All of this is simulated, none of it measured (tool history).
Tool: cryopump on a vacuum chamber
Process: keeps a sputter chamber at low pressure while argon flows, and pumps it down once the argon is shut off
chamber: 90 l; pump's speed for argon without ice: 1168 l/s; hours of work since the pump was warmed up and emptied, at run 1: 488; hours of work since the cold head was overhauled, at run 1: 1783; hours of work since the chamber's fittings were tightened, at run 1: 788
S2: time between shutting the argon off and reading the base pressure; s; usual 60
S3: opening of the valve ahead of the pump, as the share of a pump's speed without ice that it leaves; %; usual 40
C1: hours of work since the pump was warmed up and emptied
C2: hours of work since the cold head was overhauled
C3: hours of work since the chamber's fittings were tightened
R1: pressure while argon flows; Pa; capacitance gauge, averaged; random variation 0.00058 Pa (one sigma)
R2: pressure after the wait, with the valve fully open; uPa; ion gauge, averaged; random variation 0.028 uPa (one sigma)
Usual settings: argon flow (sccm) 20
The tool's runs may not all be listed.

run 1 hour=0.0 | argon_flow_(sccm)=20 S2=60 S3=40 | C1=488 C2=1783 C3=788 | R1=0.0830 R2=2.40
run 2 hour=94.7 | argon_flow_(sccm)=20 S2=60 S3=40 | C1=568 C2=1863 C3=867 | R1=0.0835 R2=2.57
-- hour=110.6 pump warmed up, emptied and cooled again
run 3 hour=154.9 | argon_flow_(sccm)=20 S2=60 S3=40 | C1=37 C2=1909 C3=914 | R1=0.0734 R2=2.29
run 4 hour=240.2 | argon_flow_(sccm)=20 S2=60 S3=40 | C1=109 C2=1981 C3=986 | R1=0.0755 R2=2.35
run 5 hour=300.5 | argon_flow_(sccm)=20 S2=60 S3=40 | C1=160 C2=2032 C3=1037 | R1=0.0754 R2=2.49
run 6 hour=368.7 | argon_flow_(sccm)=20 S2=60 S3=40 | C1=218 C2=2090 C3=1095 | R1=0.0762 R2=2.55
run 7 hour=410.5 | argon_flow_(sccm)=20 S2=60 S3=40 | C1=253 C2=2125 C3=1130 | R1=0.0772 R2=2.67
run 8 hour=469.8 | argon_flow_(sccm)=20 S2=60 S3=40 | C1=303 C2=2175 C3=1180 | R1=0.0780 R2=2.71
run 9 hour=536.4 | argon_flow_(sccm)=20 S2=204 S3=40 | C1=360 C2=2232 C3=1236 | R1=0.0791 R2=2.14
run 10 hour=619.3 | argon_flow_(sccm)=20 S2=60 S3=40 | C1=430 C2=2302 C3=1306 | R1=0.0793 R2=2.94
run 11 hour=685.9 | argon_flow_(sccm)=20 S2=61 S3=40 | C1=486 C2=2358 C3=1363 | R1=0.0807 R2=3.10
run 12 hour=736.9 | argon_flow_(sccm)=28 S2=60 S3=40 | C1=529 C2=2401 C3=1406 | R1=0.1151 R2=3.17
run 13 hour=785.4 | argon_flow_(sccm)=20 S2=60 S3=40 | C1=570 C2=2442 C3=1447 | R1=0.0828 R2=3.30
-- hour=799.9 pump warmed up, emptied and cooled again
run 14 hour=857.3 | argon_flow_(sccm)=20 S2=60 S3=40 | C1=49 C2=2498 C3=1503 | R1=0.0749 R2=2.81
run 15 hour=945.4 | argon_flow_(sccm)=20 S2=60 S3=19 | C1=123 C2=2573 C3=1577 | R1=0.1543 R2=2.99
run 16 hour=991.6 | argon_flow_(sccm)=20 S2=60 S3=19 | C1=162 C2=2612 C3=1616 | R1=0.1570 R2=3.07
run 17 hour=1090.9 | argon_flow_(sccm)=20 S2=60 S3=19 | C1=246 C2=2696 C3=1700 | R1=0.1581 R2=3.20
run 18 hour=1140.8 | argon_flow_(sccm)=37 S2=32 S3=24 | C1=288 C2=2738 C3=1742 | R1=0.2329 R2=4.12
run 19 hour=1227.5 | argon_flow_(sccm)=20 S2=28 S3=40 | C1=361 C2=2811 C3=1816 | R1=0.0786 R2=4.78
run 20 hour=1313.8 | argon_flow_(sccm)=20 S2=28 S3=40 | C1=434 C2=2884 C3=1889 | R1=0.0801 R2=4.73
run 21 hour=1355.1 | argon_flow_(sccm)=15 S2=28 S3=51 | C1=469 C2=2919 C3=1923 | R1=0.0487 R2=5.02
run 22 hour=1402.1 | argon_flow_(sccm)=15 S2=28 S3=51 | C1=509 C2=2958 C3=1963 | R1=0.0495 R2=5.11
-- hour=1488.7 pump warmed up, emptied and cooled again
run 23 hour=1501.7 | argon_flow_(sccm)=15 S2=28 S3=51 | C1=11 C2=3038 C3=2043 | R1=0.0437 R2=4.63
run 24 hour=1563.1 | argon_flow_(sccm)=15 S2=28 S3=51 | C1=63 C2=3090 C3=2095 | R1=0.0442 R2=4.68
run 25 hour=1658.4 | argon_flow_(sccm)=15 S2=28 S3=51 | C1=143 C2=3170 C3=2175 | R1=0.0452 R2=4.93
run 26 hour=1702.7 | argon_flow_(sccm)=35 S2=294 S3=51 | C1=181 C2=3208 C3=2213 | R1=0.1058 R2=2.90
run 27 hour=1752.4 | argon_flow_(sccm)=9 S2=217 S3=40 | C1=223 C2=3250 C3=2255 | R1=0.0338 R2=3.09
run 28 hour=1799.7 | argon_flow_(sccm)=9 S2=217 S3=40 | C1=263 C2=3290 C3=2295 | R1=0.0354 R2=3.29
run 29 hour=1878.5 | argon_flow_(sccm)=10 S2=68 S3=40 | C1=329 C2=3356 C3=2361 | R1=0.0386 R2=3.93
run 30 hour=1934.8 | argon_flow_(sccm)=10 S2=68 S3=40 | C1=377 C2=3404 C3=2409 | R1=0.0396 R2=4.05
-- hour=1988.1 leaking fittings of the chamber tightened, without venting
run 31 hour=2019.4 | argon_flow_(sccm)=18 S2=217 S3=36 | C1=446 C2=3474 C3=26 | R1=0.0791 R2=0.73
run 32 hour=2092.2 | argon_flow_(sccm)=18 S2=118 S3=31 | C1=508 C2=3535 C3=88 | R1=0.0931 R2=1.03
run 33 hour=2144.8 | argon_flow_(sccm)=10 S2=31 S3=40 | C1=552 C2=3580 C3=132 | R1=0.0422 R2=2.57

Hidden state or all else? Some run-to-run changes of R1, split into what the settings, what came in and random variation would give without the hidden state, and what is left for the hidden state (with any gauge scatter that isn't in both results):
The hidden state here: pump's speed, % of a pump's without ice; cold plate's temperature, K; leak into the chamber, uPa l/s; drift of the gauge itself on working_pa, %; drift of the gauge itself on base_upa, %.
Run 2 -> 3: pump warmed up, emptied and cooled again. R1 -0.0101 Pa: hidden state -0.0099, all else -0.0002.
Run 13 -> 14: pump warmed up, emptied and cooled again. R1 -0.0079 Pa: hidden state -0.0085, all else +0.0006.
Run 14 -> 15: S3 40 -> 19. R1 +0.0794 Pa: hidden state +0.0010, all else +0.0784.
Run 17 -> 18: argon flow (sccm) 20 -> 37, S2 60 -> 32, S3 19 -> 24. R1 +0.0748 Pa: hidden state +0.0051, all else +0.0697.
Run 18 -> 19: argon flow (sccm) 37 -> 20, S2 32 -> 28, S3 24 -> 40. R1 -0.1543 Pa: hidden state -0.0033, all else -0.1510.
Run 22 -> 23: pump warmed up, emptied and cooled again. R1 -0.0058 Pa: hidden state -0.0057, all else -0.0001.
